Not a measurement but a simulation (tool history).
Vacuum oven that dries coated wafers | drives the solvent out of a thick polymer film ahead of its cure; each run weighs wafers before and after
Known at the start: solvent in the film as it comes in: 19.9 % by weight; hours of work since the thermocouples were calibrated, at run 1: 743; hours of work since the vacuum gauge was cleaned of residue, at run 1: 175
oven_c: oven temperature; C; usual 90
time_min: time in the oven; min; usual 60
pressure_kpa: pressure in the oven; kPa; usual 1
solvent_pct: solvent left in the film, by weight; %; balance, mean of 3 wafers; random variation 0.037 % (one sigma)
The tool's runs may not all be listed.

| run | hour | oven_c | time_min | pressure_kpa | hours of work since the thermocouples were calibrated | hours of work since the vacuum gauge was cleaned of residue | solvent_pct |
|---|---|---|---|---|---|---|---|
| 1 | 0 | 90 | 60 | 1 | 743 | 175 | 2.14 |
| 2 | 13.7 | 90 | 60 | 1 | 752 | 185 | 2.14 |
| 3 | 27.1 | 90 | 60 | 0.51 | 762 | 195 | 2 |
| 4 | 39.2 | 90 | 32 | 1 | 771 | 204 | 5.24 |
| 5 | 50.2 | 90 | 60 | 1 | 779 | 212 | 2.13 |
| 6 | 59.2 | 90 | 60 | 1 | 785 | 218 | 2.13 |
| 7 | 72.7 | 77 | 60 | 1 | 795 | 228 | 6.89 |
| 8 | 80.8 | 77 | 60 | 1 | 801 | 234 | 6.79 |
| 9 | 91.4 | 90 | 60 | 1 | 809 | 241 | 2.08 |
| 10 | 104.1 | 90 | 60 | 1 | 818 | 250 | 2.07 |
| 11 | 110 | 90 | 60 | 1 | 822 | 255 | 2.14 |
| 12 | 119.3 | 90 | 98 | 1 | 829 | 262 | 0.8 |
| 13 | 132 | 90 | 98 | 1 | 838 | 271 | 0.82 |
| 14 | 143.6 | 90 | 98 | 1 | 846 | 279 | 0.82 |
| 15 | 156.1 | 96 | 60 | 1.44 | 855 | 288 | 1.1 |
| 16 | 169.4 | 102 | 37 | 3.83 | 865 | 298 | 1.86 |
| 17 | 175.4 | 102 | 37 | 3.83 | 869 | 302 | 1.74 |
| 18 | 184.8 | 102 | 37 | 3.83 | 876 | 309 | 1.82 |
| 19 | 191.2 | 104 | 75 | 1.29 | 881 | 313 | 0.38 |
| 20 | 196.9 | 90 | 53 | 1.95 | 885 | 318 | 2.83 |
| 21 | 209.7 | 100 | 63 | 1.57 | 894 | 327 | 0.6 |
| 22 | 219 | 99 | 60 | 1 | 901 | 333 | 0.57 |
| 23 | 226.3 | 99 | 60 | 1 | 906 | 339 | 0.63 |

Forecast each of these 4 alternatives for the next run:
| A | 235.7 | 83 | 52 | 1 | 913 | 346 | ? |
| B | 235.7 | 86 | 31 | 1.51 | 913 | 346 | ? |
| C | 235.7 | 83 | 75 | 2.54 | 913 | 346 | ? |
| D | 235.7 | 89 | 43 | 1.56 | 913 | 346 | ? |

| run | solvent_pct |
|---|---|
| A | 5.13 |
| B | 7.03 |
| C | 3.86 |
| D | 4.14 |
Without the tool's hidden state the same runs would have given:
| run | solvent_pct |
|---|---|
| A | 5.84 |
| B | 7.72 |
| C | 4.5 |
| D | 4.8 |
